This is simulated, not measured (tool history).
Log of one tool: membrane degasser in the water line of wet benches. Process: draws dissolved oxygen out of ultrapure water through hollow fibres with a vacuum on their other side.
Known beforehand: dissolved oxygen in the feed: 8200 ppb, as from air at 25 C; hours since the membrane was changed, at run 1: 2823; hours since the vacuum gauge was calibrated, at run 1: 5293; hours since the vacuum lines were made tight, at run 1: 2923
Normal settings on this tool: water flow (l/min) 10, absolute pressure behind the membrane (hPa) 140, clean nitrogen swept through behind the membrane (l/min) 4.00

run    hour  water flow (l/min)  absolute pressure behind the membrane (hPa)  clean nitrogen swept through behind the membrane (l/min)  hours since the membrane was changed  hours since the vacuum gauge was calibrated  hours since the vacuum lines were made tight  dissolved oxygen in the water behind the degasser (ppb)  pressure that the water loses in the fibres (hPa)
  1     0.0                  10                                          140                                                      4.00                                  2823                                         5293                                          2923                                                    263.2                                              710.0
  2    68.8                  10                                          140                                                      4.00                                  2892                                         5362                                          2992                                                    261.6                                              707.2
  3   142.5                  10                                          140                                                      4.00                                  2966                                         5435                                          3065                                                    261.1                                              709.8
  4   225.0                  10                                          140                                                      4.00                                  3048                                         5518                                          3148                                                    263.0                                              705.5
  5   294.6                  10                                          220                                                      4.00                                  3118                                         5588                                          3217                                                    316.8                                              715.8
  6   373.6                  10                                          220                                                      4.00                                  3197                                         5667                                          3296                                                    314.2                                              709.2
  7   454.8                  10                                           99                                                      4.00                                  3278                                         5748                                          3378                                                    244.4                                              709.7
  8   496.2                  10                                           99                                                      4.00                                  3319                                         5789                                          3419                                                    244.5                                              709.8
  9   581.2                  10                                           99                                                      4.00                                  3404                                         5874                                          3504                                                    246.2                                              714.6
 10   633.9                  10                                          140                                                      9.64                                  3457                                         5927                                          3557                                                    232.0                                              712.8
      719.0  -- vacuum gauge calibrated
 11   719.0                   7                                          140                                                      4.00                                  3542                                            0                                          3641                                                    176.9                                              502.1
 12   768.4                   7                                          140                                                      4.00                                  3591                                           49                                          3691                                                    179.0                                              501.7
 13   845.8                   8                                          143                                                      3.96                                  3668                                          127                                          3768                                                    212.0                                              576.8
 14   919.9                  11                                          160                                                     10.75                                  3743                                          201                                          3842                                                    261.6                                              790.0
 15   986.8                   9                                          160                                                     10.75                                  3810                                          268                                          3909                                                    209.0                                              646.3
 16  1063.1                   9                                          160                                                     10.75                                  3886                                          344                                          3985                                                    205.4                                              649.5
 17  1121.7                  15                                          100                                                      4.00                                  3944                                          403                                          4044                                                    386.4                                             1082.3
 18  1172.2                  14                                          182                                                      7.43                                  3995                                          453                                          4094                                                    376.3                                             1010.0

Forecast run 19:
     1223.2  -- vacuum gauge calibrated, once more
     1231.3  -- seals of the vacuum lines changed
 19  1240.8                  12                                          140                                                      4.00                                  4061                                           16                                             9                                                        ?                                                  ?

dissolved oxygen in the water behind the degasser (ppb): 330.3
pressure that the water loses in the fibres (hPa): 868.5
On a tool with no hidden condition, and with the same random variation, this run would have come out at dissolved oxygen in the water behind the degasser (ppb) 280.8, pressure that the water loses in the fibres (hPa) 816.8.

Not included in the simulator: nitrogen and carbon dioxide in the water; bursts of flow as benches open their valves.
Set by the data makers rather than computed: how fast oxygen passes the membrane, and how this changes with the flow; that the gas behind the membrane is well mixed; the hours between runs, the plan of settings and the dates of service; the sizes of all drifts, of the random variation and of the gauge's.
